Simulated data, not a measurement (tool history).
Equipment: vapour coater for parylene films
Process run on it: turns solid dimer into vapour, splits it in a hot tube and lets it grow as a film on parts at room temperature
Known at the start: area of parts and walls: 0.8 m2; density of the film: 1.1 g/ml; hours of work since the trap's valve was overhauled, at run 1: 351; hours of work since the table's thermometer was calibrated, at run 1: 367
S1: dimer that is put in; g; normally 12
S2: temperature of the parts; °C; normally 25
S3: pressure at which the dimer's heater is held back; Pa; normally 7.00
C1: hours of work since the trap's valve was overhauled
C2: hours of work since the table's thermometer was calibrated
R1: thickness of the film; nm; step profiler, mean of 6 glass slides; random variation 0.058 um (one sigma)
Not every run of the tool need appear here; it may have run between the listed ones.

run     day  S1  S2     S3   C1   C2     R1
  1   0.000  12  25   7.00  351  367   6930
  2   0.575  12  25   7.00  358  374   6820
  3   0.942  12  27   7.00  363  379   6560
  4   1.429  12  27   7.00  370  386   6560
  5   2.142  12  27   7.00  379  396   6580
  6   2.625  12  25   4.67  386  402   7510
  7   3.138  12  25   7.00  393  409   6820
  8   3.508  12  25   7.00  398  414   6830
  9   4.188  12  25   7.00  407  423   6850
 10   4.696  12  25   7.00  414  430   6840
 11   5.096  12  25   7.00  419  436   6840
 12   5.833  12  25   4.83  429  445   7470
 13   6.583  12  25   7.00  440  456   6730
 14   7.204  12  25   7.00  448  464   6810
      7.492  -- trap's valve overhauled
 15   7.833  12  25   7.00    5  470   6770
 16   8.258  12  25   7.00   10  476   6810
 17   8.675  12  25   7.00   16  482   6860
 18   9.429  12  25   7.00   26  492   6910
 19   9.796  12  25   2.24   31  497   9190
 20  10.550  12  25   2.24   41  507   8970
 21  11.079  12  18   2.24   48  514  10190
 22  11.696  12  24   7.00   57  522   6980
 23  12.108  12  24   6.92   62  528   7010
 24  12.812  12  24   6.92   72  538   6990
 25  13.588  12  25  10.20   82  548   6270
 26  14.371  12  25  10.20   93  559   6300
 27  14.742  12  25  10.20   98  564   6300
 28  15.096  12  25  10.20  103  568   6290
 29  15.675   6  23   3.90  111  576   4120
 30  16.100   6  23   3.90  116  582   4150
 31  16.529   6  25   2.06  122  588   4620
 32  16.867   6  25   2.06  127  592   4630
 33  17.200  12  25   5.50  131  597   7310
 34  17.904  12  28   7.59  141  606   6450
 35  18.308  20  25   9.02  146  612  10810
 36  19.079  11  18   7.00  157  622   6990
 37  19.579  11  18   7.00  163  629   6970
 38  20.112  21  25   6.28  171  636  12230
 39  20.454  12  25   3.22  175  641   8310
 40  20.988  11  31   4.54  183  648   6260
 41  21.458  11  31   4.54  189  655   6370
 42  22.012  14  37   2.89  196  662   8200
 43  22.608  14  37   2.89  204  670   8140
 44  23.208  14  37   2.89  213  678   8250
 45  23.546  21  25   7.00  217  683  11970
 46  24.200  21  25   7.00  226  692  12170
 47  24.688  21  35   6.22  233  698  10610

How the hidden state differs across the entries between the runs, from the last listed run before each to the first after it:
Logged between run 14 and run 15: trap's valve overhauled (day 7.492)
  vapour lost through the trap's worn valve, %: 0.5 -> 0
